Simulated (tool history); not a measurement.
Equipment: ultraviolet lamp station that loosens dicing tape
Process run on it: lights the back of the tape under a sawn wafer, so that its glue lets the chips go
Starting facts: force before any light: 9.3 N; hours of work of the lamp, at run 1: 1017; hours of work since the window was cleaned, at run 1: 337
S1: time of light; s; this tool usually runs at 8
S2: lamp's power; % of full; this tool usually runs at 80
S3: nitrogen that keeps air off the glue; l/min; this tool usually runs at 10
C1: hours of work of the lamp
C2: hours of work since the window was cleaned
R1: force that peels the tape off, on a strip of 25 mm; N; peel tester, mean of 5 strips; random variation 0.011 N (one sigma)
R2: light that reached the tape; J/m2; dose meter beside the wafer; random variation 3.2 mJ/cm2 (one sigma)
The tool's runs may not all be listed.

run 1 hour=0 | S1=8 S2=80 S3=10 | C1=1017 C2=337 | R1=0.502 R2=5080
-- hour=39.5 window cleaned of glue's vapour
run 2 hour=65.6 | S1=8 S2=80 S3=10 | C1=1057 C2=16 | R1=0.507 R2=5110
run 3 hour=131.4 | S1=8 S2=63 S3=10 | C1=1097 C2=56 | R1=0.845 R2=3980
run 4 hour=175.4 | S1=8 S2=94 S3=10 | C1=1124 C2=84 | R1=0.377 R2=6000
run 5 hour=245.9 | S1=8 S2=80 S3=5 | C1=1167 C2=127 | R1=0.866 R2=5070
run 6 hour=329.4 | S1=8 S2=80 S3=5 | C1=1219 C2=178 | R1=0.862 R2=5090
-- hour=374.4 lamp changed
run 7 hour=382.4 | S1=8 S2=80 S3=5 | C1=5 C2=210 | R1=0.834 R2=5110
run 8 hour=427.2 | S1=8 S2=80 S3=5 | C1=32 C2=238 | R1=0.875 R2=5110
run 9 hour=496.1 | S1=8 S2=67 S3=5 | C1=75 C2=280 | R1=1.184 R2=4280
run 10 hour=581.9 | S1=8 S2=67 S3=5 | C1=128 C2=333 | R1=1.189 R2=4280
-- hour=624.2 window cleaned of glue's vapour
run 11 hour=667.9 | S1=8 S2=67 S3=5 | C1=180 C2=27 | R1=1.211 R2=4310
run 12 hour=751.5 | S1=8 S2=67 S3=5 | C1=232 C2=78 | R1=1.228 R2=4300
run 13 hour=810.6 | S1=8 S2=67 S3=5 | C1=268 C2=115 | R1=1.177 R2=4230
run 14 hour=883.9 | S1=8 S2=80 S3=10 | C1=313 C2=160 | R1=0.501 R2=5130
run 15 hour=955.3 | S1=8 S2=80 S3=10 | C1=357 C2=204 | R1=0.486 R2=5140
run 16 hour=994.8 | S1=8 S2=80 S3=10 | C1=381 C2=228 | R1=0.499 R2=5060
run 17 hour=1067.9 | S1=8 S2=80 S3=10 | C1=426 C2=273 | R1=0.497 R2=5140
run 18 hour=1138.2 | S1=8 S2=80 S3=10 | C1=469 C2=316 | R1=0.512 R2=5110
run 19 hour=1177.7 | S1=7 S2=80 S3=10 | C1=494 C2=340 | R1=0.686 R2=4430
-- hour=1211.3 window cleaned of glue's vapour
run 20 hour=1249.7 | S1=7 S2=80 S3=10 | C1=537 C2=24 | R1=0.664 R2=4390
run 21 hour=1313.6 | S1=7 S2=80 S3=10 | C1=577 C2=63 | R1=0.629 R2=4440
run 22 hour=1404.2 | S1=7 S2=80 S3=10 | C1=632 C2=119 | R1=0.658 R2=4440
run 23 hour=1445 | S1=5 S2=80 S3=10 | C1=658 C2=144 | R1=1.302 R2=3180
run 24 hour=1508.3 | S1=11 S2=82 S3=9 | C1=696 C2=183 | R1=0.277 R2=7150
run 25 hour=1599.7 | S1=5 S2=77 S3=6 | C1=753 C2=239 | R1=1.922 R2=3030
run 26 hour=1668.3 | S1=7 S2=93 S3=10 | C1=795 C2=281 | R1=0.484 R2=5200
run 27 hour=1728.8 | S1=8 S2=80 S3=6 | C1=832 C2=318 | R1=0.727 R2=5140
run 28 hour=1778.3 | S1=8 S2=80 S3=18 | C1=862 C2=349 | R1=0.359 R2=5080
-- hour=1795.9 window cleaned of glue's vapour
run 29 hour=1838 | S1=8 S2=80 S3=18 | C1=899 C2=26 | R1=0.351 R2=5090
run 30 hour=1917.4 | S1=12 S2=96 S3=12 | C1=948 C2=75 | R1=0.204 R2=9180
run 31 hour=2005.6 | S1=8 S2=61 S3=10 | C1=1002 C2=129 | R1=0.916 R2=3850
run 32 hour=2070.6 | S1=7 S2=88 S3=6 | C1=1042 C2=169 | R1=0.825 R2=4900
run 33 hour=2137.6 | S1=7 S2=88 S3=6 | C1=1083 C2=210 | R1=0.8 R2=4920
run 34 hour=2224.7 | S1=5 S2=74 S3=10 | C1=1137 C2=264 | R1=1.452 R2=2940
run 35 hour=2271.4 | S1=14 S2=76 S3=10 | C1=1165 C2=292 | R1=0.227 R2=8490
run 36 hour=2310.1 | S1=8 S2=80 S3=7 | C1=1189 C2=316 | R1=0.648 R2=5060
run 37 hour=2374.3 | S1=8 S2=80 S3=7 | C1=1229 C2=356 | R1=0.667 R2=5060
-- hour=2382.6 window cleaned of glue's vapour
-- hour=2401.4 lamp changed
run 38 hour=2447.3 | S1=8 S2=80 S3=4 | C1=28 C2=39 | R1=1.001 R2=5050
run 39 hour=2527.7 | S1=5 S2=74 S3=4 | C1=78 C2=89 | R1=2.387 R2=2930
run 40 hour=2595.1 | S1=5 S2=74 S3=4 | C1=119 C2=130 | R1=2.436 R2=2950
run 41 hour=2635.7 | S1=8 S2=68 S3=11 | C1=144 C2=155 | R1=0.683 R2=4300
run 42 hour=2688.9 | S1=8 S2=68 S3=11 | C1=177 C2=188 | R1=0.673 R2=4240
run 43 hour=2759 | S1=8 S2=68 S3=11 | C1=220 C2=231 | R1=0.679 R2=4260
run 44 hour=2798.4 | S1=8 S2=70 S3=11 | C1=244 C2=255 | R1=0.61 R2=4420

Consider 3 possible next runs. They are alternatives, not a sequence: every one starts from the tool as it was left by run 44. What does each give?
run A hour=2848.5 | S1=8 S2=72 S3=3 | C1=275 C2=286 | R1=? R2=?
run B hour=2848.5 | S1=16 S2=80 S3=12 | C1=275 C2=286 | R1=? R2=?
run C hour=2848.5 | S1=12 S2=80 S3=8 | C1=275 C2=286 | R1=? R2=?

run=A R1=1.515 R2=4610
run=B R1=0.193 R2=10210
run=C R1=0.278 R2=7650
Take away the tool's hidden state, keep each run's random variation, and the runs would have read:
run=A R1=1.512 R2=4610
run=B R1=0.193 R2=10220
run=C R1=0.277 R2=7660

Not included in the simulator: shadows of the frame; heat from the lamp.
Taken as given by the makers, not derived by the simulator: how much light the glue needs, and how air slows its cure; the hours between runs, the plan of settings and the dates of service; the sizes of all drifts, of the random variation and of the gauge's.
